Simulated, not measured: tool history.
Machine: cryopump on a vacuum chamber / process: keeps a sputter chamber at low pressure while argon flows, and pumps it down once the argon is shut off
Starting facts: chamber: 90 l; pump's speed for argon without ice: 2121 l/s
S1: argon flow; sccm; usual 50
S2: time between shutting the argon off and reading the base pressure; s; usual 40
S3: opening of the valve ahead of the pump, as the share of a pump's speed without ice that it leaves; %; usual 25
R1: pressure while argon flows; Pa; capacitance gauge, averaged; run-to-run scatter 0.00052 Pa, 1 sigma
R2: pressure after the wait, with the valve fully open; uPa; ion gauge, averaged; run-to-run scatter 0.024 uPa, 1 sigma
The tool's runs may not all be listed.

Run 1, hour 0: usual settings. Result: R1 0.1629 Pa, R2 0.95 uPa.
Run 2, hour 41.1: usual settings. Result: R1 0.1633 Pa, R2 0.97 uPa.
Run 3, hour 101.8: usual settings but S1 66 sccm. Result: R1 0.2148 Pa, R2 1.04 uPa.
Run 4, hour 191.2: usual settings but S1 66 sccm. Result: R1 0.2159 Pa, R2 1.1 uPa.
Run 5, hour 251.7: usual settings. Result: R1 0.1635 Pa, R2 1.18 uPa.
Run 6, hour 312.6: usual settings. Result: R1 0.1631 Pa, R2 1.22 uPa.
Run 7, hour 375.9: usual settings. Result: R1 0.1648 Pa, R2 1.27 uPa.
Run 8, hour 439.4: usual settings. Result: R1 0.1644 Pa, R2 1.35 uPa.
Run 9, hour 515.1: usual settings but S3 19 %. Result: R1 0.2146 Pa, R2 1.4 uPa.
Run 10, hour 597.1: usual settings but S3 19 %. Result: R1 0.2151 Pa, R2 1.5 uPa.
Run 11, hour 649.6: usual settings but S3 19 %. Result: R1 0.2163 Pa, R2 1.6 uPa.
Run 12, hour 709.5: usual settings but S3 19 %. Result: R1 0.2165 Pa, R2 1.55 uPa.
Run 13, hour 766.9: usual settings but S3 19 %. Result: R1 0.217 Pa, R2 1.65 uPa.
Run 14, hour 804.3: usual settings but S3 19 %. Result: R1 0.218 Pa, R2 1.69 uPa.
Run 15, hour 847: usual settings but S3 24 %. Result: R1 0.1735 Pa, R2 1.73 uPa.
Run 16, hour 885.1: usual settings. Result: R1 0.1662 Pa, R2 1.79 uPa.
At hour 937.8: pump warmed up, emptied and cooled again.
Run 17, hour 954.2: usual settings. Result: R1 0.1595 Pa, R2 1.66 uPa.
Run 18, hour 1020.3: usual settings but S1 67 sccm, S3 22 %. Result: R1 0.2452 Pa, R2 1.69 uPa.
Run 19, hour 1086.1: usual settings but S1 37 sccm, S2 32 s, S3 30 %. Result: R1 0.0993 Pa, R2 2.01 uPa.
Run 20, hour 1144.2: usual settings but S1 32 sccm, S2 146 s, S3 31 %. Result: R1 0.0827 Pa, R2 1.24 uPa.
Run 21, hour 1213.5: usual settings but S1 28 sccm, S2 29 s, S3 17 %. Result: R1 0.1323 Pa, R2 2.24 uPa.
Run 22, hour 1251.4: usual settings but S1 28 sccm, S2 29 s, S3 17 %. Result: R1 0.1329 Pa, R2 2.23 uPa.
Run 23, hour 1304.5: usual settings but S2 165 s. Result: R1 0.1623 Pa, R2 1.4 uPa.
Run 24, hour 1356.7: usual settings but S2 165 s. Result: R1 0.1626 Pa, R2 1.48 uPa.
Run 25, hour 1429.6: usual settings but S1 29 sccm, S2 138 s, S3 57 %. Result: R1 0.0427 Pa, R2 1.58 uPa.
Run 26, hour 1506.8: usual settings but S1 71 sccm, S2 32 s. Result: R1 0.2313 Pa, R2 2.39 uPa.
Run 27, hour 1596.3: usual settings but S1 71 sccm, S2 32 s, S3 54 %. Result: R1 0.1107 Pa, R2 2.5 uPa.
Run 28, hour 1670.6: usual settings but S1 71 sccm, S2 32 s, S3 54 %. Result: R1 0.1112 Pa, R2 2.6 uPa.
Run 29, hour 1725.2: usual settings but S1 66 sccm, S2 32 s, S3 18 %. Result: R1 0.2975 Pa, R2 2.59 uPa.
Run 30, hour 1814.6: usual settings but S1 66 sccm, S2 32 s, S3 18 %. Result: R1 0.2984 Pa, R2 2.76 uPa.

What does the tool deliver on the next run?
Run 31, hour 1858.4: usual settings but S1 66 sccm, S2 32 s, S3 18 %. Result: R1 ?, R2 ?.

{"run 31": {"R1": 0.2975, "R2": 2.81}}
On a tool with no hidden condition, and with the same random variation, this run would have come out at R1 0.2903 Pa, R2 1.14 uPa.
